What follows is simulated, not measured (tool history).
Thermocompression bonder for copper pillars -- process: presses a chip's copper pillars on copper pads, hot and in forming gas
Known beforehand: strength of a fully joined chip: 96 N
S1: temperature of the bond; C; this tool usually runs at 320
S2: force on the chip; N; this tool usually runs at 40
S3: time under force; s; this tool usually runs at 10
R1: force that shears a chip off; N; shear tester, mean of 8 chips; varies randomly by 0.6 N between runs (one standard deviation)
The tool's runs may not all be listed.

run    day   S1  S2  S3    R1
  1  0.000  320  40  10  42.1
  2  0.167  320  40  10  41.5
  3  0.438  320  40  10  41.9
  4  0.721  320  40   8  37.7
  5  0.950  320  40   8  37.4
  6  1.317  320  46  10  46.1
  7  1.550  320  35  10  36.8
  8  1.829  320  40  10  41.2
  9  2.192  320  40  10  40.3
 10  2.383  317  40  10  39.3

Run 11 comes next. What will it give?
 11  2.700  325  31  10   ?

R1: 34.5 N
If the tool had no hidden condition, the same run with the same run-to-run variation would have returned R1 37.8 N.
